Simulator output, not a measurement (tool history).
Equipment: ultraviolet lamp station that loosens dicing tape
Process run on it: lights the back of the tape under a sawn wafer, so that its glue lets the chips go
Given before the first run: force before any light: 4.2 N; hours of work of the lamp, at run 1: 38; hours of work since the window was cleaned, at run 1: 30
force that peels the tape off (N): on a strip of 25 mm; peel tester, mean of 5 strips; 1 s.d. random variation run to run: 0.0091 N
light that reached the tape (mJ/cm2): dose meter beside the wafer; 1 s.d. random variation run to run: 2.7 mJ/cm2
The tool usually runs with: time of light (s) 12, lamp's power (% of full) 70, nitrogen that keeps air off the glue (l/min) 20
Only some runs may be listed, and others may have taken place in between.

run   hour  time of light (s)  lamp's power (% of full)  nitrogen that keeps air off the glue (l/min)  hours of work of the lamp  hours of work since the window was cleaned  force that peels the tape off (N)  light that reached the tape (mJ/cm2)
  1      0                 12                        70                                            20                         38                                          30                              0.401                                   342
  2   16.7                 12                        70                                            25                         47                                          38                               0.35                                   341
  3   33.4                 12                        70                                             6                         56                                          47                              0.976                                   341
  4   41.9                 12                        70                                            20                         60                                          51                              0.428                                   337
  5   56.8                 12                        70                                            20                         68                                          59                              0.432                                   334
  6   69.5                 12                        70                                            20                         74                                          66                              0.432                                   330
  7   80.6                 12                        70                                            16                         80                                          71                              0.503                                   334
  8   94.7                 12                        70                                            20                         87                                          79                              0.461                                   334
  9    112                 12                        70                                            20                         96                                          88                              0.461                                   325
 10  128.8                 12                        70                                            20                        105                                          96                               0.46                                   328
 11  136.7                 12                        70                                            20                        109                                         101                              0.452                                   321
 12  147.8                 12                        82                                            20                        115                                         106                              0.349                                   375
 13  157.5                 12                        70                                            20                        120                                         111                              0.431                                   322
 14  170.1                 12                        70                                            20                        127                                         118                              0.465                                   316
 15  186.2                 16                        80                                            12                        135                                         126                              0.314                                   484
 16  195.6                 16                        83                                            12                        140                                         131                              0.306                                   502
 17  212.2                 18                        63                                            10                        148                                         140                              0.438                                   425
 18  223.1                 15                        62                                            12                        154                                         145                              0.591                                   348
 19  238.3                 11                        70                                            35                        162                                         153                              0.393                                   289
 20  247.3                  9                        99                                             6                        167                                         158                              0.988                                   328
 21  263.4                 19                        99                                            16                        175                                         166                              0.155                                   688
 22  275.6                 19                        99                                            16                        181                                         172                               0.16                                   689
 23  285.4                  9                        64                                            31                        186                                         178                              0.739                                   207
 24  294.7                  9                        64                                            31                        191                                         182                              0.732                                   212
 25  307.1                 12                        70                                            10                        198                                         189                              0.841                                   304
 26  318.2                 20                        70                                             7                        203                                         195                              0.453                                   500

Forecast each of these 3 alternatives for the next run:
  A  328.4                 16                        70                                             7                        209                                         200                                  ?                                     ?
  B  328.4                 12                        69                                            24                        209                                         200                                  ?                                     ?
  C  328.4                  6                        75                                             7                        209                                         200                                  ?                                     ?

run  force that peels the tape off (N)  light that reached the tape (mJ/cm2)
  A                              0.689                                   397
  B                              0.458                                   297
  C                              1.837                                   158
Without the tool's unlogged condition, the same runs would have read:
run  force that peels the tape off (N)  light that reached the tape (mJ/cm2)
  A                              0.517                                   469
  B                              0.337                                   351
  C                                1.6                                   187
